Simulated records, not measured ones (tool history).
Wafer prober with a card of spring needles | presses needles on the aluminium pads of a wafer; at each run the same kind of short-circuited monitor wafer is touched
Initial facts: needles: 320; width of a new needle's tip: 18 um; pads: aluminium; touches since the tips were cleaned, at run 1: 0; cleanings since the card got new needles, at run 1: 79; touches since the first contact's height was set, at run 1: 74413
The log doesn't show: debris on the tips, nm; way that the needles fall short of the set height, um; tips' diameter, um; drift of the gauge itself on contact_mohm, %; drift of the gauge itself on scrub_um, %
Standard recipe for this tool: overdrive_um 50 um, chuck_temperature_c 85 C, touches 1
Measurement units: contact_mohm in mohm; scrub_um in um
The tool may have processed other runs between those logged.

run    hour  overdrive_um  chuck_temperature_c  touches  touches since the tips were cleaned  cleanings since the card got new needles  touches since the first contact's height was set  contact_mohm  scrub_um
  1       0            50                   85        1                                    0                                        79                                             74413           229       6.5
       20.3  -- tips cleaned on abrasive film
       42.4  -- tips cleaned on abrasive film
         64  -- tips cleaned on abrasive film
  2    69.3            50                   85        1                                 1916                                        82                                             99238           345      6.47
       83.6  -- tips cleaned on abrasive film
      106.6  -- tips cleaned on abrasive film
      130.1  -- tips cleaned on abrasive film
  3   145.5            50                   85        1                                 5539                                        85                                            126514           431      6.42
      150.3  -- tips cleaned on abrasive film
      174.1  -- tips cleaned on abrasive film
  4   189.1            50                   85        1                                 5424                                        87                                            142140           449      6.36
        194  -- tips cleaned on abrasive film
      216.2  -- tips cleaned on abrasive film
      239.9  -- tips cleaned on abrasive film
      260.2  -- tips cleaned on abrasive film
  5   260.2            50                   85        1                                    0                                        91                                            167548           248      6.29
        283  -- tips cleaned on abrasive film
      304.2  -- tips cleaned on abrasive film
      313.9  -- height of the first contact set anew
        327  -- tips cleaned on abrasive film
  6   327.6            50                   85        1                                  227                                        94                                              4921           255      6.07
      346.7  -- tips cleaned on abrasive film
      368.9  -- tips cleaned on abrasive film
  7   375.9            37                   85        1                                 2513                                        96                                             22216           568      4.32
      390.2  -- tips cleaned on abrasive film
      412.4  -- tips cleaned on abrasive film
  8   419.2            37                   85        1                                 2426                                        98                                             37696           511      4.29
      432.1  -- tips cleaned on abrasive film
      454.9  -- tips cleaned on abrasive film
  9   463.9            37                   85        1                                 3244                                       100                                             53716           621      4.24
        478  -- tips cleaned on abrasive film
      499.6  -- tips cleaned on abrasive film
      522.2  -- tips cleaned on abrasive film
      543.5  -- tips cleaned on abrasive film
 10   543.5            33                   85        1                                    0                                       104                                             82177           343      3.65
      565.3  -- tips cleaned on abrasive film
      584.3  -- tips cleaned on abrasive film
      607.4  -- tips cleaned on abrasive film
 11   615.8            50                   85        1                                 3032                                       107                                            108070           432      5.87
      630.1  -- tips cleaned on abrasive film
      652.1  -- tips cleaned on abrasive film
 12   656.1            50                   85        1                                 1433                                       109                                            122496           363      5.83
      672.8  -- tips cleaned on abrasive film
        693  -- tips cleaned on abrasive film
      715.5  -- tips cleaned on abrasive film
 13   726.4            50                   85        1                                 3916                                       112                                            147660           488      5.79
      734.6  -- tips cleaned on abrasive film
      757.7  -- tips cleaned on abrasive film
      762.7  -- height of the first contact set anew, once more
      780.3  -- tips cleaned on abrasive film
 14   786.3            50                   85        2                                 2168                                       115                                              8434           295      6.66
      799.5  -- tips cleaned on abrasive film
      822.1  -- tips cleaned on abrasive film
 15   827.8            50                   85        2                                 2031                                       117                                             23286           310      6.63
      845.4  -- tips cleaned on abrasive film
      868.8  -- tips cleaned on abrasive film
 16   881.5            43                   30        1                                 4576                                       119                                             42544           518      5.65
      889.8  -- tips cleaned on abrasive film
      912.1  -- tips cleaned on abrasive film
 17   923.4            43                   30        1                                 4074                                       121                                             57532           482      5.66
      932.8  -- tips cleaned on abrasive film
      955.7  -- tips cleaned on abrasive film
 18   970.2            43                   30        1                                 5232                                       123                                             74285           553       5.6
      975.1  -- tips cleaned on abrasive film
      997.2  -- tips cleaned on abrasive film
     1019.9  -- tips cleaned on abrasive film
     1041.6  -- tips cleaned on abrasive film
 19    1048            50                   80        3                                 2292                                       127                                            102113           272      6.47
     1062.3  -- tips cleaned on abrasive film
       1086  -- tips cleaned on abrasive film
     1109.1  -- tips cleaned on abrasive film
 20  1116.2            67                   36        2                                 2550                                       130                                            126513           261      8.68
     1128.9  -- tips cleaned on abrasive film
     1151.1  -- tips cleaned on abrasive film
 21  1158.2            67                   36        2                                 2566                                       132                                            141569           261      8.69
     1174.6  -- tips cleaned on abrasive film
     1195.2  -- tips cleaned on abrasive film
     1217.6  -- tips cleaned on abrasive film
 22  1220.4            57                  102        2                                  992                                       135                                            163806           266      7.29
     1239.1  -- tips cleaned on abrasive film
     1261.7  -- tips cleaned on abrasive film
 23  1267.1            57                  102        2                                 1937                                       137                                            180546           296      7.24
     1281.4  -- tips cleaned on abrasive film
     1285.3  -- height of the first contact set anew
     1302.8  -- tips cleaned on abrasive film
     1324.3  -- tips cleaned on abrasive film
     1344.9  -- tips cleaned on abrasive film
 24  1344.9            52                   65        1                                    0                                       141                                             21324           229       6.9
     1368.7  -- tips cleaned on abrasive film
     1388.9  -- tips cleaned on abrasive film
 25  1390.6            52                   65        1                                  606                                       143                                             37667           295      6.85
     1409.6  -- tips cleaned on abrasive film
     1431.4  -- tips cleaned on abrasive film
     1450.4  -- tips cleaned on abrasive film
 26  1457.4            44                   25        1                                 2529                                       146                                             61585           446      5.74
       1471  -- tips cleaned on abrasive film
     1491.5  -- tips cleaned on abrasive film
 27  1501.7            50                   85        1                                 3676                                       148                                             77450           428      6.51
     1514.8  -- tips cleaned on abrasive film
     1535.8  -- tips cleaned on abrasive film
 28  1545.9            50                   85        1                                 3611                                       150                                             93244           444      6.45

What if the next run were any one of these 5? Each begins from the tool's condition after run 28:
     1559.4  -- tips cleaned on abrasive film
     1581.6  -- tips cleaned on abrasive film
  A  1593.5            44                   46        2                                 4280                                       152                                            110308             ?         ?
     1559.4  -- tips cleaned on abrasive film
     1581.6  -- tips cleaned on abrasive film
  B  1593.5            65                  115        1                                 4280                                       152                                            110308             ?         ?
     1559.4  -- tips cleaned on abrasive film
     1581.6  -- tips cleaned on abrasive film
  C  1593.5            67                   85        1                                 4280                                       152                                            110308             ?         ?
     1559.4  -- tips cleaned on abrasive film
     1581.6  -- tips cleaned on abrasive film
  D  1593.5            53                   85        1                                 4280                                       152                                            110308             ?         ?
     1559.4  -- tips cleaned on abrasive film
     1581.6  -- tips cleaned on abrasive film
  E  1593.5            46                   34        1                                 4280                                       152                                            110308             ?         ?

run  contact_mohm  scrub_um
  A           403      5.63
  B           349      8.46
  C           334      8.74
  D           415      6.89
  E           490      5.88
Without the tool's hidden state the same runs would have given:
run  contact_mohm  scrub_um
  A           209      5.85
  B           214      8.68
  C           202      8.95
  D           209      7.11
  E           201       6.1
